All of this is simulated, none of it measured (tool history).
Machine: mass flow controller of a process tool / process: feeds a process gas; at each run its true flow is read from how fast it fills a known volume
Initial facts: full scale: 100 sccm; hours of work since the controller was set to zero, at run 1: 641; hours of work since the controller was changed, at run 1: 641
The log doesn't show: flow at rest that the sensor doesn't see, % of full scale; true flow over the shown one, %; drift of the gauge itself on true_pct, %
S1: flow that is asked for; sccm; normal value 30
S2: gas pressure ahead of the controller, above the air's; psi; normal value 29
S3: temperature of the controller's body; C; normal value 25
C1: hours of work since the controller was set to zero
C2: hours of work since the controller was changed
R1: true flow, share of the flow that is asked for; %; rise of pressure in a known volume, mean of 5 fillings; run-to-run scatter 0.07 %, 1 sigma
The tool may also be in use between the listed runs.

run	hour	S1	S2	S3	C1	C2	R1
1	0	30	29	25	641	641	98.35
2	60.8	37	29	25	662	662	98.53
3	103.4	30	29	20	676	676	98.09
4	193.9	30	29	20	707	707	98.19
5	261.3	30	29	20	730	730	98.2
6	335.7	30	29	20	756	756	98.09
7	403.5	30	29	20	779	779	98.22
8	455.7	30	29	20	797	797	98.15
9	536	30	29	25	825	825	98.39
10	610.6	30	29	24	850	850	98.51
11	667.4	30	29	25	870	870	98.65
12	710.8	30	29	25	885	885	98.54
13	799.6	30	29	25	915	915	98.56
# hour 804.8: controller's zero set anew
14	869.4	30	29	25	22	939	98.75
15	934.2	30	29	25	44	961	98.86
16	981.9	30	29	25	61	978	98.73
17	1054.6	17	29	25	86	1003	99.01
18	1097.9	17	29	25	101	1018	99.16
19	1160.7	13	29	25	122	1039	99.53
# hour 1191.5: controller's zero set anew, once more
20	1236.4	13	29	25	15	1065	97.77
21	1336.2	13	29	25	50	1099	97.94
22	1409.2	21	29	25	75	1124	97.98
23	1488.2	21	29	20	102	1152	97.63
24	1551.8	52	20.6	28	124	1174	99.38
25	1600.8	52	20.6	28	141	1190	99.21
26	1659	30	29	39	161	1210	99.14
27	1742.9	30	29	39	189	1239	99.03
28	1823.7	30	29	39	217	1267	99.07
29	1869.7	30	29	39	233	1283	99.05
30	1936.9	30	29	39	256	1306	99.03

What will run 31 give?
31	2025.1	16	26.8	33	286	1336	?

R1: 98.67 %
Minus the tool's unlogged condition, the same run would have read R1 98.22 %.
